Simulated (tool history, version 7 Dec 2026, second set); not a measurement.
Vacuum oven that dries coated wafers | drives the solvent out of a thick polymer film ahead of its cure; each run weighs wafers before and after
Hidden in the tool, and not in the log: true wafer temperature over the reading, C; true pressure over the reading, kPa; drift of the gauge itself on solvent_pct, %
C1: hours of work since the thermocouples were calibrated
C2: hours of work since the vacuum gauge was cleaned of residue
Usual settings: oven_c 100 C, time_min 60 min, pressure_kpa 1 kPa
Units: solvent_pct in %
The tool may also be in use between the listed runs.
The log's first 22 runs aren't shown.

Run 23, hour 1747.4: usual settings but oven_c 96 C, time_min 91 min, pressure_kpa 3.64 kPa; C1 1195; C2 384. Result: solvent_pct 6.94 %.
Run 24, hour 1833.6: usual settings but oven_c 96 C, time_min 91 min, pressure_kpa 3.64 kPa; C1 1241; C2 430. Result: solvent_pct 6.97 %.
Run 25, hour 1914.4: usual settings but oven_c 87 C, time_min 45 min, pressure_kpa 2.15 kPa; C1 1284; C2 473. Result: solvent_pct 9.69 %.
At hour 1948.7: oven's thermocouples calibrated.
Run 26, hour 1987.3: usual settings but oven_c 103 C, time_min 88 min, pressure_kpa 2.53 kPa; C1 20; C2 510. Result: solvent_pct 3.71 %.
Run 27, hour 2069.1: usual settings but oven_c 103 C, time_min 88 min, pressure_kpa 2.53 kPa; C1 64; C2 554. Result: solvent_pct 3.74 %.
Run 28, hour 2126.3: usual settings but oven_c 88 C, time_min 96 min, pressure_kpa 0.82 kPa; C1 94; C2 584. Result: solvent_pct 5.6 %.
Run 29, hour 2228.7: usual settings but pressure_kpa 3.84 kPa; C1 149; C2 638. Result: solvent_pct 6.85 %.
Run 30, hour 2331.4: usual settings but oven_c 99 C, time_min 70 min, pressure_kpa 2.34 kPa; C1 203; C2 693. Result: solvent_pct 5.18 %.

4 ways to go on from here, each from the tool as it stands after run 30. What would each give?
Run A, hour 2408.6: usual settings but oven_c 104 C; C1 244; C2 734. Result: solvent_pct ?.
Run B, hour 2408.6: usual settings but oven_c 91 C, time_min 102 min, pressure_kpa 0.9 kPa; C1 244; C2 734. Result: solvent_pct ?.
Run C, hour 2408.6: usual settings but oven_c 99 C, time_min 66 min, pressure_kpa 1.23 kPa; C1 244; C2 734. Result: solvent_pct ?.
Run D, hour 2408.6: usual settings but time_min 94 min, pressure_kpa 1.94 kPa; C1 244; C2 734. Result: solvent_pct ?.

run  solvent_pct
  A         2.81
  B         4.57
  C         4.03
  D         3.63
Without the tool's hidden state the same runs would have given:
run  solvent_pct
  A          2.8
  B         4.56
  C         4.03
  D         3.62

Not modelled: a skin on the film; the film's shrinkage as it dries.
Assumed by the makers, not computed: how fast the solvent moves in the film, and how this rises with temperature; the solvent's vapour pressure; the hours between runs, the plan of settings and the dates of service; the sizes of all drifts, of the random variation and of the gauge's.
